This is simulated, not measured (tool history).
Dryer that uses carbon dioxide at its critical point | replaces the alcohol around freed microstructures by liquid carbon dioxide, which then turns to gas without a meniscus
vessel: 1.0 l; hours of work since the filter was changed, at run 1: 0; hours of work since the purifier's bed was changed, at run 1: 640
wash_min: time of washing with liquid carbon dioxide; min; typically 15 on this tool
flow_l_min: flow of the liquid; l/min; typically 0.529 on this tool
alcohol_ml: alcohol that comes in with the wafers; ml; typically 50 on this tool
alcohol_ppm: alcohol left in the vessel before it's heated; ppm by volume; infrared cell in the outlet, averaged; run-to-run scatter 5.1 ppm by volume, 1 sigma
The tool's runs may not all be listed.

run	hour	wash_min	flow_l_min	alcohol_ml	hours of work since the filter was changed	hours of work since the purifier's bed was changed	alcohol_ppm
1	0.0	15	0.529	50	0	640	106
2	22.1	18	0.529	50	17	658	65
3	44.8	18	0.529	50	35	676	60
4	60.4	18	0.529	50	48	688	63
5	82.6	15	0.587	50	65	706	78
6	98.1	15	0.720	50	78	718	57
7	118.1	15	0.529	50	93	734	120
8	137.4	15	0.529	50	109	749	119
9	158.7	15	0.529	50	126	766	121
10	176.3	15	0.529	50	140	780	129
11	196.3	16	0.354	37	155	796	436
# hour 204.7: inlet filter changed
12	219.1	17	0.529	76	11	813	96
13	234.8	15	0.529	37	24	825	98
14	255.0	15	0.529	37	40	841	116
15	272.6	14	0.756	50	54	855	70
16	292.9	9	0.677	77	70	871	495
17	309.1	9	0.677	77	83	884	528
18	325.5	15	0.406	82	96	897	598
19	350.2	10	0.529	31	115	917	446

What if the next run were any one of these 4? Each begins from the tool's condition after run 19:
A	369.7	15	0.604	50	131	932	?
B	369.7	15	0.527	50	131	932	?
C	369.7	11	0.442	50	131	932	?
D	369.7	10	0.586	23	131	932	?

run	alcohol_ppm
A	93
B	147
C	960
D	251
Had the tool no hidden state, the same runs would have come out as:
run	alcohol_ppm
A	22
B	67
C	747
D	153
